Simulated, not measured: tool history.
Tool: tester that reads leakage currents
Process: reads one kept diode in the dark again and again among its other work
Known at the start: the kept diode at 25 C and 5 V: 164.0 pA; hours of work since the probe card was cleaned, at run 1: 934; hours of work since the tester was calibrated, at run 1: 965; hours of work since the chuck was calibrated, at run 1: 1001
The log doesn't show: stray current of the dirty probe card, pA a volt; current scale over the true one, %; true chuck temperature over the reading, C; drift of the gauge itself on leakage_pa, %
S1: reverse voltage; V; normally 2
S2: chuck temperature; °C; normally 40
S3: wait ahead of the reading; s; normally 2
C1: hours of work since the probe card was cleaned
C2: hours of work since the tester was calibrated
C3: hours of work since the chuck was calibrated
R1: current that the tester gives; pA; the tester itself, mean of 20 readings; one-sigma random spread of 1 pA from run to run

{"run": 1, "hour": 0.0, "S1": 2, "S2": 40, "S3": 2, "C1": 934, "C2": 965, "C3": 1001, "R1": 359.25}
{"run": 2, "hour": 22.1, "S1": 2, "S2": 40, "S3": 2, "C1": 948, "C2": 979, "C3": 1015, "R1": 357.41}
{"run": 3, "hour": 44.2, "S1": 2, "S2": 40, "S3": 2, "C1": 963, "C2": 993, "C3": 1030, "R1": 358.46}
{"run": 4, "hour": 69.7, "S1": 6.59, "S2": 40, "S3": 2, "C1": 979, "C2": 1010, "C3": 1046, "R1": 734.35}
{"run": 5, "hour": 100.8, "S1": 2, "S2": 40, "S3": 2, "C1": 999, "C2": 1030, "C3": 1066, "R1": 359.87}
{"run": 6, "hour": 127.0, "S1": 2, "S2": 40, "S3": 2, "C1": 1016, "C2": 1047, "C3": 1083, "R1": 358.62}
{"run": 7, "hour": 156.9, "S1": 2, "S2": 40, "S3": 2, "C1": 1036, "C2": 1066, "C3": 1103, "R1": 357.9}
{"run": 8, "hour": 177.4, "S1": 2, "S2": 30, "S3": 0.99, "C1": 1049, "C2": 1079, "C3": 1116, "R1": 154.98}
{"run": 9, "hour": 208.8, "S1": 2, "S2": 30, "S3": 0.99, "C1": 1069, "C2": 1100, "C3": 1136, "R1": 154.84}
{"run": 10, "hour": 247.5, "S1": 2, "S2": 30, "S3": 0.99, "C1": 1094, "C2": 1125, "C3": 1161, "R1": 155.11}
{"run": 11, "hour": 277.1, "S1": 2, "S2": 40, "S3": 1.59, "C1": 1113, "C2": 1144, "C3": 1180, "R1": 360.16}
{"run": 12, "hour": 298.6, "S1": 1.52, "S2": 36, "S3": 0.43, "C1": 1127, "C2": 1158, "C3": 1194, "R1": 219.65}
{"run": 13, "hour": 324.6, "S1": 1.11, "S2": 40, "S3": 1.97, "C1": 1144, "C2": 1175, "C3": 1211, "R1": 252.49}

Run by run, hidden condition taken away, random variation retained:
run=1 R1=348.73
run=2 R1=346.82
run=3 R1=347.7
run=4 R1=709.29
run=5 R1=348.73
run=6 R1=347.37
run=7 R1=346.49
run=8 R1=148.4
run=9 R1=148.16
run=10 R1=148.29
run=11 R1=347.98
run=12 R1=211.62
run=13 R1=244.13

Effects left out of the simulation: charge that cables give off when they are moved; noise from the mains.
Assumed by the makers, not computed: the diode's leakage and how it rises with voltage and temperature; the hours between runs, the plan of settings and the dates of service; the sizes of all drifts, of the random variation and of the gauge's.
